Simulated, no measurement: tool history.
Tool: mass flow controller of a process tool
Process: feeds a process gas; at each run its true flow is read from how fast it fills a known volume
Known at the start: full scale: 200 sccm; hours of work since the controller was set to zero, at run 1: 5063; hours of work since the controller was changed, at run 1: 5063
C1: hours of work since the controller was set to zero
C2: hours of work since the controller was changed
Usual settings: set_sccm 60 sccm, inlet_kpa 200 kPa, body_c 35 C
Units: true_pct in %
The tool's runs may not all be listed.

{"run": 1, "hour": 0.0, "set_sccm": 60, "inlet_kpa": 200, "body_c": 35, "C1": 5063, "C2": 5063, "true_pct": 98.03}
{"run": 2, "hour": 264.4, "set_sccm": 60, "inlet_kpa": 200, "body_c": 29, "C1": 5189, "C2": 5189, "true_pct": 98.33}
{"run": 3, "hour": 626.1, "set_sccm": 60, "inlet_kpa": 200, "body_c": 25, "C1": 5361, "C2": 5361, "true_pct": 98.58}
{"run": 4, "hour": 1126.0, "set_sccm": 60, "inlet_kpa": 200, "body_c": 25, "C1": 5599, "C2": 5599, "true_pct": 98.39}
{"run": 5, "hour": 1456.9, "set_sccm": 60, "inlet_kpa": 200, "body_c": 25, "C1": 5756, "C2": 5756, "true_pct": 98.45}
{"run": 6, "hour": 1884.7, "set_sccm": 60, "inlet_kpa": 200, "body_c": 27, "C1": 5959, "C2": 5959, "true_pct": 98.28}
{"run": 7, "hour": 2184.8, "set_sccm": 60, "inlet_kpa": 200, "body_c": 35, "C1": 6102, "C2": 6102, "true_pct": 97.7}
{"run": 8, "hour": 2572.4, "set_sccm": 60, "inlet_kpa": 200, "body_c": 35, "C1": 6286, "C2": 6286, "true_pct": 97.81}
{"run": 9, "hour": 3034.2, "set_sccm": 60, "inlet_kpa": 200, "body_c": 35, "C1": 6506, "C2": 6506, "true_pct": 97.6}
{"run": 10, "hour": 3489.1, "set_sccm": 60, "inlet_kpa": 200, "body_c": 35, "C1": 6722, "C2": 6722, "true_pct": 97.53}
{"run": 11, "hour": 3904.7, "set_sccm": 60, "inlet_kpa": 146, "body_c": 35, "C1": 6920, "C2": 6920, "true_pct": 97.24}
{"run": 12, "hour": 4278.1, "set_sccm": 60, "inlet_kpa": 146, "body_c": 35, "C1": 7097, "C2": 7097, "true_pct": 97.22}
{"run": 13, "hour": 4518.6, "set_sccm": 60, "inlet_kpa": 200, "body_c": 31, "C1": 7212, "C2": 7212, "true_pct": 97.74}
{"run": 14, "hour": 4885.5, "set_sccm": 60, "inlet_kpa": 200, "body_c": 31, "C1": 7386, "C2": 7386, "true_pct": 97.66}
{"run": 15, "hour": 5287.8, "set_sccm": 60, "inlet_kpa": 200, "body_c": 31, "C1": 7577, "C2": 7577, "true_pct": 97.61}
{"run": 16, "hour": 5736.9, "set_sccm": 60, "inlet_kpa": 200, "body_c": 31, "C1": 7791, "C2": 7791, "true_pct": 97.68}
{"hour": 5780.1, "done": "controller's zero set anew"}
{"run": 17, "hour": 6081.6, "set_sccm": 60, "inlet_kpa": 200, "body_c": 31, "C1": 143, "C2": 7954, "true_pct": 97.5}
{"run": 18, "hour": 6313.1, "set_sccm": 60, "inlet_kpa": 159, "body_c": 35, "C1": 253, "C2": 8065, "true_pct": 97}
{"run": 19, "hour": 6808.3, "set_sccm": 60, "inlet_kpa": 159, "body_c": 35, "C1": 489, "C2": 8300, "true_pct": 97.03}
{"run": 20, "hour": 7149.4, "set_sccm": 60, "inlet_kpa": 159, "body_c": 35, "C1": 651, "C2": 8462, "true_pct": 97.07}
{"run": 21, "hour": 7620.7, "set_sccm": 60, "inlet_kpa": 159, "body_c": 35, "C1": 875, "C2": 8686, "true_pct": 96.91}
{"run": 22, "hour": 7957.5, "set_sccm": 60, "inlet_kpa": 159, "body_c": 35, "C1": 1035, "C2": 8846, "true_pct": 96.78}
{"run": 23, "hour": 8434.2, "set_sccm": 60, "inlet_kpa": 200, "body_c": 35, "C1": 1262, "C2": 9073, "true_pct": 97.04}
{"run": 24, "hour": 8765.8, "set_sccm": 60, "inlet_kpa": 200, "body_c": 35, "C1": 1420, "C2": 9231, "true_pct": 97.05}
{"run": 25, "hour": 9334.2, "set_sccm": 196, "inlet_kpa": 200, "body_c": 35, "C1": 1690, "C2": 9501, "true_pct": 98.38}
{"run": 26, "hour": 9660.1, "set_sccm": 196, "inlet_kpa": 257, "body_c": 35, "C1": 1845, "C2": 9656, "true_pct": 98.6}

The next listed run, before its measurement:
{"run": 27, "hour": 9927.2, "set_sccm": 69, "inlet_kpa": 251, "body_c": 29, "C1": 1972, "C2": 9783, "true_pct": "?"}

{"run 27": {"true_pct": 97.75}}
Without the tool's hidden state the same run would have given true_pct 98.78 %.
